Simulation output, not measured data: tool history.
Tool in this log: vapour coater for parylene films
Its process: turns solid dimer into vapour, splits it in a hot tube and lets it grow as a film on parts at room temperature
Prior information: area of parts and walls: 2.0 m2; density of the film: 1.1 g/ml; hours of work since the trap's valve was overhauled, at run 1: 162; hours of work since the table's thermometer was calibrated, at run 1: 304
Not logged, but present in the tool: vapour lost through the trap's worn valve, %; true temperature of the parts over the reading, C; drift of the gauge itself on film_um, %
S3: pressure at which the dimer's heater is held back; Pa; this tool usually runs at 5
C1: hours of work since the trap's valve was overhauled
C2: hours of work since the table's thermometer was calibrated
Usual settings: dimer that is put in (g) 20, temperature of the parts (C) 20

Run 1, hour 0: usual settings; C1 162; C2 304. Result: thickness of the film (µm) 4.75.
Run 2, hour 10.3: usual settings; C1 167; C2 309. Result: thickness of the film (µm) 4.73.
Run 3, hour 28.9: usual settings; C1 176; C2 318. Result: thickness of the film (µm) 4.72.
Run 4, hour 47.7: usual settings; C1 185; C2 327. Result: thickness of the film (µm) 4.61.
Run 5, hour 60.1: usual settings; C1 191; C2 333. Result: thickness of the film (µm) 4.72.
Run 6, hour 68: usual settings; C1 195; C2 337. Result: thickness of the film (µm) 4.61.
Run 7, hour 76.3: usual settings but dimer that is put in (g) 18; C1 199; C2 341. Result: thickness of the film (µm) 4.2.
Run 8, hour 92: usual settings but temperature of the parts (C) 17; C1 206; C2 348. Result: thickness of the film (µm) 5.1.
Run 9, hour 110.5: usual settings; C1 215; C2 357. Result: thickness of the film (µm) 4.74.
Run 10, hour 119: usual settings but dimer that is put in (g) 8; C1 219; C2 361. Result: thickness of the film (µm) 1.88.
Run 11, hour 130.9: usual settings but dimer that is put in (g) 32, S3 2.57 Pa; C1 225; C2 367. Result: thickness of the film (µm) 7.71.
Run 12, hour 140.3: usual settings but temperature of the parts (C) 12, S3 4.3 Pa; C1 229; C2 371. Result: thickness of the film (µm) 5.67.
Run 13, hour 155: usual settings but dimer that is put in (g) 22, temperature of the parts (C) 30, S3 3.6 Pa; C1 237; C2 378. Result: thickness of the film (µm) 4.06.

Expected results for the next run?
Run 14, hour 172.5: usual settings but dimer that is put in (g) 22, temperature of the parts (C) 30, S3 3.6 Pa; C1 245; C2 387. Result: thickness of the film (µm) ?.

Run 14 yielded thickness of the film (µm) 4.08.
With the hidden condition absent and the run-to-run variation left alone, this run would have shown thickness of the film (µm) 4.35.

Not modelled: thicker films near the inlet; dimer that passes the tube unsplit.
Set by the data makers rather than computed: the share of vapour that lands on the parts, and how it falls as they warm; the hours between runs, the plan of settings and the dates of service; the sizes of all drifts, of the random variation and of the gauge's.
